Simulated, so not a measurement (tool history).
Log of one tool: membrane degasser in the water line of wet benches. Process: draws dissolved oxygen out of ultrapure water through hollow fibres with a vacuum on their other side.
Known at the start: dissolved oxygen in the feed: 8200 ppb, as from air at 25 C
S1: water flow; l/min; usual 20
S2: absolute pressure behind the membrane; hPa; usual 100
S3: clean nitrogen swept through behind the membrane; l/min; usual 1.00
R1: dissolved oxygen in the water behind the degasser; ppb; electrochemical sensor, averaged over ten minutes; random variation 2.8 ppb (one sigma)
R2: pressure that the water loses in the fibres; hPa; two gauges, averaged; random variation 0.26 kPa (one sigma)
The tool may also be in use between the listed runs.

run 1 hour=0.0 | S1=20 S2=100 S3=1.00 | R1=359.9 R2=714.1
run 2 hour=94.2 | S1=17 S2=100 S3=1.00 | R1=297.5 R2=604.3
run 3 hour=222.9 | S1=17 S2=100 S3=1.00 | R1=304.5 R2=604.7
run 4 hour=345.1 | S1=17 S2=100 S3=1.00 | R1=298.1 R2=603.0
run 5 hour=438.3 | S1=17 S2=82 S3=1.00 | R1=227.4 R2=601.0
run 6 hour=502.2 | S1=17 S2=82 S3=1.00 | R1=235.2 R2=604.3
run 7 hour=614.6 | S1=17 S2=82 S3=1.00 | R1=232.5 R2=606.5
run 8 hour=728.4 | S1=20 S2=100 S3=1.00 | R1=352.0 R2=708.9
run 9 hour=840.8 | S1=20 S2=100 S3=1.00 | R1=353.3 R2=710.6
run 10 hour=958.6 | S1=20 S2=100 S3=1.00 | R1=354.3 R2=711.4
run 11 hour=1093.0 | S1=20 S2=100 S3=1.00 | R1=360.7 R2=714.3
run 12 hour=1218.8 | S1=20 S2=100 S3=1.00 | R1=354.6 R2=715.0
run 13 hour=1315.7 | S1=20 S2=100 S3=0.47 | R1=612.8 R2=713.7
run 14 hour=1376.7 | S1=20 S2=100 S3=1.00 | R1=358.4 R2=708.6
run 15 hour=1453.5 | S1=20 S2=100 S3=1.00 | R1=353.3 R2=715.5
-- hour=1467.0 vacuum gauge calibrated
run 16 hour=1585.5 | S1=20 S2=100 S3=1.00 | R1=361.7 R2=714.8
run 17 hour=1664.8 | S1=20 S2=226 S3=1.00 | R1=844.0 R2=711.4
run 18 hour=1774.5 | S1=20 S2=183 S3=0.89 | R1=760.3 R2=713.2
run 19 hour=1920.3 | S1=20 S2=183 S3=0.92 | R1=742.2 R2=716.6
run 20 hour=1993.6 | S1=20 S2=183 S3=0.92 | R1=736.9 R2=714.2
run 21 hour=2055.5 | S1=20 S2=183 S3=0.92 | R1=742.4 R2=716.9
-- hour=2145.1 vacuum gauge calibrated, once more
run 22 hour=2196.5 | S1=15 S2=77 S3=0.94 | R1=197.1 R2=535.6
run 23 hour=2288.5 | S1=15 S2=185 S3=0.94 | R1=562.4 R2=541.8
run 24 hour=2389.4 | S1=20 S2=184 S3=0.75 | R1=851.8 R2=716.7
run 25 hour=2526.5 | S1=20 S2=217 S3=1.00 | R1=808.9 R2=716.0
run 26 hour=2601.1 | S1=20 S2=217 S3=1.00 | R1=817.0 R2=717.0
run 27 hour=2668.6 | S1=24 S2=109 S3=0.88 | R1=513.1 R2=860.8
run 28 hour=2738.4 | S1=24 S2=109 S3=0.88 | R1=513.9 R2=866.1
run 29 hour=2834.0 | S1=24 S2=88 S3=1.20 | R1=341.1 R2=861.0
run 30 hour=2974.6 | S1=20 S2=162 S3=2.93 | R1=274.8 R2=718.6

Forecast run 31:
run 31 hour=3054.6 | S1=20 S2=162 S3=2.93 | R1=? R2=?

R1: 271.9 ppb
R2: 722.4 hPa
Without the tool's hidden state the same run would have given R1 261.6 ppb, R2 701.5 hPa.
